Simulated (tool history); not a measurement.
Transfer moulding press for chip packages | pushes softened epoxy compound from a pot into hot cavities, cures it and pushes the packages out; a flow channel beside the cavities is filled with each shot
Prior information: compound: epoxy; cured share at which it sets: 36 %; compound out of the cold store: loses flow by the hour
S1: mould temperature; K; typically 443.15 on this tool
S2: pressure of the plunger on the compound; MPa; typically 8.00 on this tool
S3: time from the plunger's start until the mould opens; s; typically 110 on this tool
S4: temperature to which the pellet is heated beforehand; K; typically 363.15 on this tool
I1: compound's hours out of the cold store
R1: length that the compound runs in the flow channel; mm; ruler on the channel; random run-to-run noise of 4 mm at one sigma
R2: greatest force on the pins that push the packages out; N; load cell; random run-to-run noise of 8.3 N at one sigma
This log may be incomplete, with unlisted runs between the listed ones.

run	hour	S1	S2	S3	S4	I1	R1	R2
1	0.0	443.15	8.00	110	363.15	30.5	789	723
# hour 28.0: cavities cleaned with cleaning compound and waxed
2	73.8	445.15	8.00	110	363.15	26.1	795	703
# hour 97.9: cavities cleaned with cleaning compound and waxed
3	112.8	443.15	8.00	110	363.15	14.4	840	565
# hour 167.0: cavities cleaned with cleaning compound and waxed
4	176.2	443.15	8.00	110	363.15	44.4	734	486
5	211.5	443.15	8.00	103	363.15	25.9	797	794
# hour 231.4: plunger's sealing rings changed
# hour 239.9: cavities cleaned with cleaning compound and waxed
6	278.5	443.15	8.00	143	363.15	10.6	886	612
# hour 306.8: cavities cleaned with cleaning compound and waxed
7	310.9	443.15	8.00	143	363.15	42.2	753	391
# hour 373.3: cavities cleaned with cleaning compound and waxed
8	375.7	443.15	8.00	143	363.15	15.3	862	357
# hour 443.8: cavities cleaned with cleaning compound and waxed
9	451.5	443.15	8.00	124	363.15	42.3	744	429
# hour 512.9: cavities cleaned with cleaning compound and waxed
10	528.0	443.15	8.00	124	363.15	33.3	770	539
# hour 582.0: cavities cleaned with cleaning compound and waxed
11	595.4	443.15	8.00	110	363.15	21.6	815	566
# hour 601.4: plunger's sealing rings changed
12	647.2	443.15	8.00	110	363.15	44.8	748	758
# hour 652.8: cavities cleaned with cleaning compound and waxed
13	716.0	443.15	8.00	110	363.15	11.1	876	830
# hour 721.9: cavities cleaned with cleaning compound and waxed
# hour 760.9: mould's thermocouples calibrated
14	767.0	441.15	8.00	127	363.15	9.8	876	663
# hour 792.4: cavities cleaned with cleaning compound and waxed
15	809.7	441.15	8.00	127	363.15	41.5	744	561
# hour 859.8: cavities cleaned with cleaning compound and waxed
16	864.6	441.15	8.00	127	363.15	39.9	754	429
17	910.6	449.15	7.70	145	363.15	45.3	694	625
# hour 931.4: cavities cleaned with cleaning compound and waxed
18	954.5	449.15	7.70	145	363.15	23.8	770	550
# hour 974.5: plunger's sealing rings changed
# hour 1000.3: cavities cleaned with cleaning compound and waxed
19	1010.7	447.15	8.55	99	363.15	15.0	880	503
20	1053.9	450.15	8.00	110	363.15	21.4	812	662
# hour 1068.1: cavities cleaned with cleaning compound and waxed
21	1091.5	450.15	8.00	110	363.15	31.4	768	552
# hour 1134.9: cavities cleaned with cleaning compound and waxed
22	1138.6	443.15	8.00	110	367.15	20.0	832	431
# hour 1205.3: cavities cleaned with cleaning compound and waxed
23	1213.6	442.15	7.96	110	368.15	27.3	801	483
# hour 1274.5: cavities cleaned with cleaning compound and waxed
24	1288.0	443.15	8.00	91	363.15	13.7	844	769

For run 25, what comes out?
# hour 1342.6: plunger's sealing rings changed
# hour 1344.1: cavities cleaned with cleaning compound and waxed
25	1360.1	450.15	9.31	91	355.15	25.6	?	?

Run 25 gave R1 857 mm, R2 567 N.
If the tool had no hidden condition, the same run with the same run-to-run variation would have returned R1 857 mm, R2 361 N.

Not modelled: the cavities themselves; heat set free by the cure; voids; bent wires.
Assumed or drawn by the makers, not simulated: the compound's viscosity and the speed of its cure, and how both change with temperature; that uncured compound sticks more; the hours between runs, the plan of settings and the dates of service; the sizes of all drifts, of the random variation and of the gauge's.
